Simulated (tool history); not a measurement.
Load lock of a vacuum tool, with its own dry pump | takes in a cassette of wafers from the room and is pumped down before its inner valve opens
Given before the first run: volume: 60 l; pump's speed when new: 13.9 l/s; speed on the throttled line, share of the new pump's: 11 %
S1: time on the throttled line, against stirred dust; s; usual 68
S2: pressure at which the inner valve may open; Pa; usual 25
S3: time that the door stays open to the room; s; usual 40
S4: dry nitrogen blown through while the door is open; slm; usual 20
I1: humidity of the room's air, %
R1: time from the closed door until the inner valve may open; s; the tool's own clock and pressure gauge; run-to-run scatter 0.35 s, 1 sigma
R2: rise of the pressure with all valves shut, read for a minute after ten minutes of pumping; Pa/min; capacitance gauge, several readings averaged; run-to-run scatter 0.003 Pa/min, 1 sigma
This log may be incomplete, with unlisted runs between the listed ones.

Run 1, hour 0.0: usual settings; I1 43.3. Result: R1 96.9 s, R2 0.146 Pa/min.
Run 2, hour 83.9: usual settings; I1 44.5. Result: R1 97.3 s, R2 0.157 Pa/min.
Run 3, hour 169.1: usual settings but S4 24 slm; I1 45.4. Result: R1 97.3 s, R2 0.163 Pa/min.
Run 4, hour 235.3: usual settings but S4 24 slm; I1 48.3. Result: R1 97.2 s, R2 0.170 Pa/min.
Run 5, hour 325.4: usual settings but S4 24 slm; I1 48.2. Result: R1 97.5 s, R2 0.170 Pa/min.
Run 6, hour 400.5: usual settings but S3 148 s, S4 24 slm; I1 49.1. Result: R1 97.3 s, R2 0.196 Pa/min.
Run 7, hour 476.7: usual settings but S3 148 s, S4 24 slm; I1 47.2. Result: R1 97.7 s, R2 0.202 Pa/min.
Run 8, hour 526.0: usual settings but S3 148 s, S4 24 slm; I1 42.6. Result: R1 97.8 s, R2 0.200 Pa/min.
Run 9, hour 599.5: usual settings but S3 148 s, S4 24 slm; I1 46.7. Result: R1 97.7 s, R2 0.215 Pa/min.
Run 10, hour 648.8: usual settings but S3 177 s; I1 43.3. Result: R1 97.2 s, R2 0.214 Pa/min.
Run 11, hour 705.3: usual settings but S4 6 slm; I1 46.2. Result: R1 97.2 s, R2 0.213 Pa/min.
Run 12, hour 787.7: usual settings but S1 69 s, S2 38 Pa, S4 16 slm; I1 45.4. Result: R1 96.9 s, R2 0.215 Pa/min.
Run 13, hour 889.3: usual settings but S1 37 s, S2 32 Pa, S3 57 s, S4 34 slm; I1 44.3. Result: R1 69.0 s, R2 0.224 Pa/min.
Run 14, hour 936.8: usual settings but S1 39 s, S2 31 Pa, S3 77 s, S4 8 slm; I1 45.9. Result: R1 71.2 s, R2 0.241 Pa/min.
Run 15, hour 986.6: usual settings but S1 80 s, S2 30 Pa; I1 46.6. Result: R1 107.1 s, R2 0.232 Pa/min.
Run 16, hour 1071.6: usual settings but S1 80 s, S2 30 Pa; I1 46.6. Result: R1 108.0 s, R2 0.239 Pa/min.
Run 17, hour 1176.8: usual settings but S1 70 s, S2 28 Pa; I1 47.3. Result: R1 99.1 s, R2 0.258 Pa/min.
Run 18, hour 1280.2: usual settings but S1 70 s, S2 28 Pa; I1 44.3. Result: R1 99.1 s, R2 0.266 Pa/min.
Run 19, hour 1380.9: usual settings but S1 103 s, S3 75 s; I1 48.5. Result: R1 128.6 s, R2 0.279 Pa/min.

For some of the steps in R1 from one run to the next: how much would appear even if the tool had no hidden state, given the settings, what came in and random variation, and how much remains for the hidden state plus any gauge scatter that the measured result and the result without hidden state don't share?
The tool's hidden condition here consists of: pump's speed, % of a new pump's; leak at the door's seal, Pa l/s; drift of the gauge itself on ready_s, %; drift of the gauge itself on rise_pa_min, %.
Run 12 -> 13: S1 69 -> 37, S2 38 -> 32, S3 40 -> 57, S4 16 -> 34. R1 -27.9 s: hidden state +0.2, all else -28.1.
Run 14 -> 15: S1 39 -> 80, S2 31 -> 30, S3 77 -> 40, S4 8 -> 20. R1 +35.9 s: hidden state -0.2, all else +36.1.

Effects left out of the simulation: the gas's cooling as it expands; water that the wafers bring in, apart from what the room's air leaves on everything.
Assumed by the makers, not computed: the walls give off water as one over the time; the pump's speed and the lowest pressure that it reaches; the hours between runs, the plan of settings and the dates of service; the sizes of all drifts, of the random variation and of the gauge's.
